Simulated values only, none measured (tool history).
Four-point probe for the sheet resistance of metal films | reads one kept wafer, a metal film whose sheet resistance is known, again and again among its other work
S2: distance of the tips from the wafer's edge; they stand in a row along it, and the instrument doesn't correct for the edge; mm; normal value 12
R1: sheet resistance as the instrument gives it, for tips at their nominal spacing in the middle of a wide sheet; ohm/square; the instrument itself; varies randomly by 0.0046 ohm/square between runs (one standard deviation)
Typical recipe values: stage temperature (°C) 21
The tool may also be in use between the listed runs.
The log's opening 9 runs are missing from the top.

run 10 hour=915.4 | stage_temperature_(°C)=21 S2=18 | R1=23.217538
run 11 hour=1017.0 | stage_temperature_(°C)=21 S2=18 | R1=23.228272
run 12 hour=1117.2 | stage_temperature_(°C)=21 S2=11 | R1=23.243732
run 13 hour=1179.3 | stage_temperature_(°C)=32 S2=12 | R1=23.174226
run 14 hour=1317.5 | stage_temperature_(°C)=21 S2=33 | R1=23.225493
run 15 hour=1376.7 | stage_temperature_(°C)=21 S2=18 | R1=23.235533
run 16 hour=1456.5 | stage_temperature_(°C)=21 S2=18 | R1=23.242527
run 17 hour=1512.7 | stage_temperature_(°C)=21 S2=18 | R1=23.246670
run 18 hour=1651.7 | stage_temperature_(°C)=31 S2=18 | R1=23.199365
run 19 hour=1714.5 | stage_temperature_(°C)=31 S2=18 | R1=23.188607
run 20 hour=1839.1 | stage_temperature_(°C)=21 S2=46 | R1=23.260301
run 21 hour=1973.8 | stage_temperature_(°C)=19 S2=12 | R1=23.294318
run 22 hour=2112.4 | stage_temperature_(°C)=21 S2=23 | R1=23.272996
run 23 hour=2168.4 | stage_temperature_(°C)=34 S2=5 | R1=23.334076
run 24 hour=2294.2 | stage_temperature_(°C)=34 S2=5 | R1=23.337760
run 25 hour=2350.5 | stage_temperature_(°C)=29 S2=3 | R1=23.587584
run 26 hour=2466.8 | stage_temperature_(°C)=29 S2=3 | R1=23.587668
run 27 hour=2575.6 | stage_temperature_(°C)=26 S2=50 | R1=23.266763

Predict the results of run 28:
run 28 hour=2660.7 | stage_temperature_(°C)=18 S2=26 | R1=?

Run 28 gave R1 23.334724 ohm/square.
Without the tool's hidden state the same run would have given R1 23.021692 ohm/square.
